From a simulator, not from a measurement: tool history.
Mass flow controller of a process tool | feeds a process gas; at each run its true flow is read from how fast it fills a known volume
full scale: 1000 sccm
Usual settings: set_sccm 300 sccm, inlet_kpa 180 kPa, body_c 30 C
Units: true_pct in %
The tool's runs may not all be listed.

run,hour,set_sccm,inlet_kpa,body_c,true_pct
1,0.0,300,180,30,99.56
2,76.0,865,180,30,100.01
3,111.7,865,180,30,100.05
4,159.7,865,180,22,99.63
5,234.4,865,180,22,99.50
6,305.4,865,180,22,99.64
7,370.3,865,180,22,99.67
8,439.9,865,180,22,99.78
9,513.4,300,180,28,99.70
10,549.7,300,180,28,99.80
11,601.6,300,180,28,99.69
12,644.1,300,180,28,99.60
13,685.4,300,180,28,99.48
14,743.5,686,222,26,99.31
15,819.7,205,215,23,99.22
16,892.5,388,141,23,99.60
17,958.8,388,141,23,99.61
18,1023.9,209,279,35,99.47
19,1094.2,209,209,23,99.34
20,1135.3,288,180,28,99.68

Forecast run 21:
21,1174.1,183,145,25,?

Run 21 gave true_pct 100.09 %.
Without the tool's hidden state the same run would have given true_pct 99.35 %.
